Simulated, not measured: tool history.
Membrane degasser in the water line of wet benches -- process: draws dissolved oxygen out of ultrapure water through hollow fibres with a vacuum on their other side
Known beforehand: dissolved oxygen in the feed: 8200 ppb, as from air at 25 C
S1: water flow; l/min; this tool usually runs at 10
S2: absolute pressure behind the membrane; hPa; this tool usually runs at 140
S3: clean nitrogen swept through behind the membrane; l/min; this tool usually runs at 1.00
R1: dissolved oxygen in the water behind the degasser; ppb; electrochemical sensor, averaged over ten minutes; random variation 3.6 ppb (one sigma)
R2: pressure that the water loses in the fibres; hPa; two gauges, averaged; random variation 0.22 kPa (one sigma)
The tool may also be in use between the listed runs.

Run 1, day 0.000: usual settings. Result: R1 384.4 ppb, R2 563.5 hPa.
Run 2, day 10.938: usual settings but S1 11 l/min. Result: R1 458.5 ppb, R2 619.7 hPa.
Run 3, day 18.133: usual settings but S3 0.61 l/min. Result: R1 530.3 ppb, R2 568.5 hPa.
Run 4, day 25.267: usual settings but S2 320 hPa, S3 0.61 l/min. Result: R1 1105.5 ppb, R2 569.8 hPa.
Run 5, day 33.004: usual settings but S2 320 hPa, S3 0.61 l/min. Result: R1 1104.0 ppb, R2 565.4 hPa.
Run 6, day 42.862: usual settings but S2 320 hPa, S3 0.61 l/min. Result: R1 1085.5 ppb, R2 567.1 hPa.
Run 7, day 51.892: usual settings but S2 320 hPa, S3 2.67 l/min. Result: R1 396.8 ppb, R2 568.2 hPa.
Run 8, day 58.479: usual settings but S1 15 l/min. Result: R1 760.8 ppb, R2 850.3 hPa.
Run 9, day 63.225: usual settings but S1 6 l/min, S2 219 hPa, S3 0.91 l/min. Result: R1 330.5 ppb, R2 342.4 hPa.
Run 10, day 69.867: usual settings but S1 8 l/min, S2 313 hPa, S3 1.92 l/min. Result: R1 353.9 ppb, R2 456.0 hPa.
Run 11, day 76.354: usual settings but S1 11 l/min, S3 0.67 l/min. Result: R1 576.0 ppb, R2 632.5 hPa.
Run 12, day 86.608: usual settings but S1 11 l/min, S2 126 hPa. Result: R1 441.6 ppb, R2 627.2 hPa.
Run 13, day 91.854: usual settings but S1 13 l/min. Result: R1 621.7 ppb, R2 737.5 hPa.
Run 14, day 97.471: usual settings but S2 230 hPa, S3 1.74 l/min. Result: R1 416.1 ppb, R2 575.5 hPa.

Below, each run's measurement less what the same run would have read without the hidden state. Both values contain the same run-to-run variation, but the gauge's scatter may not be the same in both:
Hidden state present: membrane still open, %; true pressure behind the membrane over the reading, kPa; air that leaks in behind the membrane, l/min; drift of the gauge itself on oxygen_ppb, %; drift of the gauge itself on loss_of_pressure_kpa, %.
run     R1     R2
  1  +24.8  +20.3
  2  +30.9  +22.9
  3  +28.5  +21.4
  4  +41.0  +21.8
  5  +42.3  +22.0
  6  +43.4  +22.6
  7  +31.5  +23.1
  8  +55.7  +35.1
  9  +23.9  +14.2
 10  +27.3  +19.2
 11  +39.9  +26.9
 12  +39.8  +27.5
 13  +51.9  +32.7
 14  +36.7  +25.7
